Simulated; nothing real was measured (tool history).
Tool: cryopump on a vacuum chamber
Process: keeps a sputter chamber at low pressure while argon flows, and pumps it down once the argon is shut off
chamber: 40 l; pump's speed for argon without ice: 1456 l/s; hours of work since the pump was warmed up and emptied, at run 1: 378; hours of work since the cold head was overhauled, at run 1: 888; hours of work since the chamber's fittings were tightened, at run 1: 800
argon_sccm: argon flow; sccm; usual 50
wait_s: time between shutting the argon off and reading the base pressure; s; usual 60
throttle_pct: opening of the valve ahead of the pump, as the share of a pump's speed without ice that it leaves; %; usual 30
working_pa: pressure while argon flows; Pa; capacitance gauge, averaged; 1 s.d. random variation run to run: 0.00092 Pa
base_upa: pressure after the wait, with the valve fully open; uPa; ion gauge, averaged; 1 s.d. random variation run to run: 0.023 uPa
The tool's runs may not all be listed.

run    hour  argon_sccm  wait_s  throttle_pct  hours of work since the pump was warmed up and emptied  hours of work since the cold head was overhauled  hours of work since the chamber's fittings were tightened  working_pa  base_upa
  1     0.0          50      60            30                                                     378                                               888                                                        800      0.2045      0.94
  2    47.1          50      60            30                                                     413                                               923                                                        835      0.2076      0.96
  3   115.0          50      60            30                                                     463                                               974                                                        886      0.2093      0.99
      140.8  -- pump warmed up, emptied and cooled again
  4   181.0          50      60            30                                                      30                                              1019                                                        931      0.1967      0.88
  5   235.8          50      60            30                                                      71                                              1060                                                        972      0.1971      0.88
  6   300.5          50      60            30                                                     119                                              1108                                                       1020      0.1971      0.90
  7   369.9          50      60            20                                                     170                                              1159                                                       1071      0.2933      0.95
  8   447.9          50      33            30                                                     228                                              1217                                                       1129      0.2007      1.42
  9   486.7          50      33            30                                                     257                                              1246                                                       1158      0.2013      1.41
 10   530.3          50     255            30                                                     289                                              1279                                                       1191      0.2033      0.56
 11   599.4          50     255            16                                                     341                                              1330                                                       1242      0.3755      0.58
 12   670.2          50     222            30                                                     393                                              1382                                                       1294      0.2051      0.63
 13   718.8          50     222            30                                                     429                                              1419                                                       1331      0.2061      0.66
 14   771.5          80     222            30                                                     468                                              1458                                                       1370      0.3346      0.68
      789.8  -- pump warmed up, emptied and cooled again
 15   843.7          80     222            30                                                      40                                              1508                                                       1420      0.3140      0.59
 16   929.2          50      29            30                                                     104                                              1571                                                       1483      0.1973      1.60
 17   994.2          50     116            30                                                     152                                              1619                                                       1531      0.1974      0.77
 18  1069.0          50     116            30                                                     207                                              1675                                                       1587      0.2019      0.79
 19  1112.3          70     116            16                                                     240                                              1707                                                       1619      0.5214      0.78
 20  1188.6          46      79            26                                                     296                                              1764                                                       1676      0.2139      0.88
 21  1224.3          46      79            26                                                     323                                              1790                                                       1702      0.2156      0.95
 22  1292.7          59     133            30                                                     373                                              1841                                                       1753      0.2436      0.80
 23  1345.4          50      72            49                                                     413                                              1880                                                       1792      0.1326      1.00
 24  1426.1          50      72            49                                                     473                                              1940                                                       1852      0.1333      1.03
     1437.2  -- pump warmed up, emptied and cooled again
 25  1467.3          50      91            30                                                      22                                              1967                                                       1879      0.1956      0.82
 26  1532.6          55      47            28                                                      71                                              2016                                                       1928      0.2320      1.21
 27  1587.0          84     172            30                                                     111                                              2056                                                       1968      0.3332      0.70
 28  1668.6          50      84            30                                                     172                                              2117                                                       2029      0.1998      0.95
 29  1708.3          85      55            21                                                     201                                              2146                                                       2058      0.4814      1.15
 30  1746.0          67     257            29                                                     229                                              2174                                                       2086      0.2804      0.70
 31  1783.8          85      87            25                                                     257                                              2202                                                       2114      0.4116      0.96
 32  1870.0          85      57            17                                                     321                                              2266                                                       2178      0.5981      1.19
 33  1915.1          25      56            22                                                     355                                              2300                                                       2212      0.1396      1.15
 34  1978.3          53      60            30                                                     402                                              2347                                                       2259      0.2199      1.22

Run by run, hidden condition taken away, random variation retained:
The tool's hidden condition here consists of: pump's speed, % of a pump's without ice; cold plate's temperature, K; leak into the chamber, uPa l/s; drift of the gauge itself on working_pa, %; drift of the gauge itself on base_upa, %.
run  working_pa  base_upa
  1      0.1931      0.73
  2      0.1949      0.73
  3      0.1950      0.75
  4      0.1948      0.71
  5      0.1941      0.70
  6      0.1929      0.70
  7      0.2878      0.73
  8      0.1936      1.19
  9      0.1933      1.16
 10      0.1942      0.31
 11      0.3647      0.31
 12      0.1925      0.33
 13      0.1924      0.36
 14      0.3099      0.35
 15      0.3098      0.35
 16      0.1929      1.33
 17      0.1917      0.49
 18      0.1946      0.49
 19      0.5101      0.48
 20      0.2049      0.56
 21      0.2059      0.61
 22      0.2291      0.44
 23      0.1191      0.62
 24      0.1178      0.63
 25      0.1931      0.52
 26      0.2279      0.90
 27      0.3252      0.37
 28      0.1934      0.59
 29      0.4692      0.79
 30      0.2696      0.33
 31      0.3965      0.57
 32      0.5797      0.77
 33      0.1336      0.74
 34      0.2055      0.76
